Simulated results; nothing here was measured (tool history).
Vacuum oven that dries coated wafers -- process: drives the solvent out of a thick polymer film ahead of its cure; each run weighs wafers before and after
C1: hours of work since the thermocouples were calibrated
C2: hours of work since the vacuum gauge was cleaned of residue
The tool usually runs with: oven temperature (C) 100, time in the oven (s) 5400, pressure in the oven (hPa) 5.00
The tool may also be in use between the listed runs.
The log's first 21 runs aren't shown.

Run 22, hour 316.9: usual settings but pressure in the oven (hPa) 13.00; C1 693; C2 409. Result: solvent left in the film (%) 2.77.
Run 23, hour 332.5: usual settings but pressure in the oven (hPa) 3.92; C1 703; C2 420. Result: solvent left in the film (%) 1.31.
Run 24, hour 341.9: usual settings but pressure in the oven (hPa) 4.19; C1 709; C2 426. Result: solvent left in the film (%) 1.45.
Run 25, hour 354.8: usual settings but oven temperature (C) 103, time in the oven (s) 5040, pressure in the oven (hPa) 3.96; C1 718; C2 435. Result: solvent left in the film (%) 1.14.
Run 26, hour 371.4: usual settings but oven temperature (C) 94, time in the oven (s) 3720, pressure in the oven (hPa) 2.82; C1 729; C2 446. Result: solvent left in the film (%) 3.63.
At hour 375.0: oven's thermocouples calibrated.
Run 27, hour 389.2: usual settings but oven temperature (C) 94, time in the oven (s) 3720, pressure in the oven (hPa) 2.82; C1 10; C2 457. Result: solvent left in the film (%) 3.42.
Run 28, hour 400.3: usual settings but oven temperature (C) 112, pressure in the oven (hPa) 4.46; C1 17; C2 464. Result: solvent left in the film (%) 0.72.
Run 29, hour 414.2: usual settings but oven temperature (C) 103, time in the oven (s) 3360, pressure in the oven (hPa) 4.98; C1 27; C2 473. Result: solvent left in the film (%) 2.03.
Run 30, hour 429.7: usual settings but oven temperature (C) 103, time in the oven (s) 3360, pressure in the oven (hPa) 4.98; C1 37; C2 484. Result: solvent left in the film (%) 2.09.
Run 31, hour 448.6: usual settings but time in the oven (s) 3060; C1 50; C2 497. Result: solvent left in the film (%) 3.07.
At hour 463.6: oven's thermocouples calibrated, once more.
Run 32, hour 467.7: usual settings but time in the oven (s) 3060; C1 3; C2 508. Result: solvent left in the film (%) 3.45.
Run 33, hour 480.6: usual settings but time in the oven (s) 3060; C1 12; C2 517. Result: solvent left in the film (%) 3.43.
Run 34, hour 499.3: usual settings but time in the oven (s) 3060; C1 24; C2 530. Result: solvent left in the film (%) 3.50.
Run 35, hour 514.7: usual settings but time in the oven (s) 3060, pressure in the oven (hPa) 12.44; C1 35; C2 540. Result: solvent left in the film (%) 4.51.
Run 36, hour 527.5: usual settings but time in the oven (s) 3060, pressure in the oven (hPa) 12.44; C1 43; C2 549. Result: solvent left in the film (%) 4.41.
Run 37, hour 540.8: usual settings but time in the oven (s) 3060, pressure in the oven (hPa) 12.44; C1 52; C2 558. Result: solvent left in the film (%) 4.50.
Run 38, hour 553.9: usual settings but time in the oven (s) 3060, pressure in the oven (hPa) 12.44; C1 61; C2 566. Result: solvent left in the film (%) 4.50.
Run 39, hour 565.0: usual settings but time in the oven (s) 3060, pressure in the oven (hPa) 12.44; C1 69; C2 574. Result: solvent left in the film (%) 4.58.
Run 40, hour 580.2: usual settings but time in the oven (s) 3060, pressure in the oven (hPa) 12.44; C1 79; C2 584. Result: solvent left in the film (%) 4.66.
Run 41, hour 596.5: usual settings but oven temperature (C) 101, time in the oven (s) 7140; C1 90; C2 595. Result: solvent left in the film (%) 1.37.
Run 42, hour 609.6: usual settings but time in the oven (s) 8100; C1 99; C2 604. Result: solvent left in the film (%) 1.25.
Run 43, hour 622.0: usual settings but time in the oven (s) 2940, pressure in the oven (hPa) 7.84; C1 107; C2 613. Result: solvent left in the film (%) 3.90.
Run 44, hour 635.7: usual settings but oven temperature (C) 114, time in the oven (s) 2760, pressure in the oven (hPa) 11.56; C1 116; C2 622. Result: solvent left in the film (%) 1.76.
Run 45, hour 648.4: usual settings but oven temperature (C) 92, time in the oven (s) 5280, pressure in the oven (hPa) 8.48; C1 125; C2 630. Result: solvent left in the film (%) 4.14.
Run 46, hour 666.8: usual settings but oven temperature (C) 89, time in the oven (s) 6000, pressure in the oven (hPa) 7.61; C1 137; C2 643. Result: solvent left in the film (%) 4.39.

Alternative continuations, all from the tool just after run 46; predict every row:
Run A, hour 687.6: usual settings but oven temperature (C) 89, time in the oven (s) 6000, pressure in the oven (hPa) 4.47; C1 151; C2 657. Result: solvent left in the film (%) ?.
Run B, hour 687.6: usual settings but oven temperature (C) 102, time in the oven (s) 2760, pressure in the oven (hPa) 7.61; C1 151; C2 657. Result: solvent left in the film (%) ?.
Run C, hour 687.6: usual settings but oven temperature (C) 99, pressure in the oven (hPa) 4.87; C1 151; C2 657. Result: solvent left in the film (%) ?.
Run D, hour 687.6: usual settings but oven temperature (C) 112, time in the oven (s) 6000, pressure in the oven (hPa) 3.59; C1 151; C2 657. Result: solvent left in the film (%) ?.
Run E, hour 687.6: usual settings but oven temperature (C) 89, time in the oven (s) 4020, pressure in the oven (hPa) 7.61; C1 151; C2 657. Result: solvent left in the film (%) ?.

run  solvent left in the film (%)
  A                          3.68
  B                          3.72
  C                          1.88
  D                          0.67
  E                          6.14
What these runs would have given with no unlogged condition in the tool:
run  solvent left in the film (%)
  A                          3.26
  B                          3.49
  C                          1.55
  D                          0.42
  E                          5.80
